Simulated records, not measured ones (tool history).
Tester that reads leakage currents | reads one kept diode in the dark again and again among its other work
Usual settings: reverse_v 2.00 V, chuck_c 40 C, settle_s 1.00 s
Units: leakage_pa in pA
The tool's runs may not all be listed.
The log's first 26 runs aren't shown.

run,hour,reverse_v,chuck_c,settle_s,leakage_pa
27,1589.9,13.33,40,1.00,831.77
28,1629.3,13.33,24,0.82,280.16
29,1691.8,1.56,25,9.78,96.98
30,1772.3,2.67,42,1.00,414.64
31,1844.7,2.67,42,1.00,412.36
32,1894.4,2.67,42,4.03,415.07
33,1948.2,2.00,22,5.53,88.15
34,1996.1,2.00,41,2.92,330.92

Forecast each of these 4 alternatives for the next run:
A,2061.1,10.05,41,2.92,?
B,2061.1,2.00,41,1.45,?
C,2061.1,2.00,59,1.00,?
D,2061.1,2.00,40,2.21,?

run,leakage_pa
A,760.85
B,333.23
C,1018.38
D,308.90
Without the tool's hidden state the same runs would have given:
run,leakage_pa
A,835.58
B,368.33
C,1116.02
D,341.57
